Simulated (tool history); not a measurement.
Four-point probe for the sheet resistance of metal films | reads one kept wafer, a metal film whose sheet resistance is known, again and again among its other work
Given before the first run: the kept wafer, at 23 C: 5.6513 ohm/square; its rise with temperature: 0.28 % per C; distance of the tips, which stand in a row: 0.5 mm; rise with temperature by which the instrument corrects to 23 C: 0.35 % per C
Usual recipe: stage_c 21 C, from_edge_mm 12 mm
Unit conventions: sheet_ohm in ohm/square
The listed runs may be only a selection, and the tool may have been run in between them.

| run | hour | stage_c | from_edge_mm | sheet_ohm |
|---|---|---|---|---|
| 1 | 0 | 21 | 12 | 5.606091 |
| 2 | 33.2 | 25 | 12 | 5.590008 |
| 3 | 56.1 | 25 | 12 | 5.589876 |
| 4 | 85.3 | 27 | 12 | 5.580619 |
| 5 | 105.9 | 27 | 12 | 5.581142 |
| 6 | 128.8 | 27 | 12 | 5.579851 |

Run 7, settings as shown, results not yet in. Your forecast:
| 7 | 157.6 | 21 | 4 | ? |

Logged for run 7: sheet_ohm 5.643728 ohm/square.
The same run, on a tool lacking any hidden state, would have yielded sheet_ohm 5.705844 ohm/square.
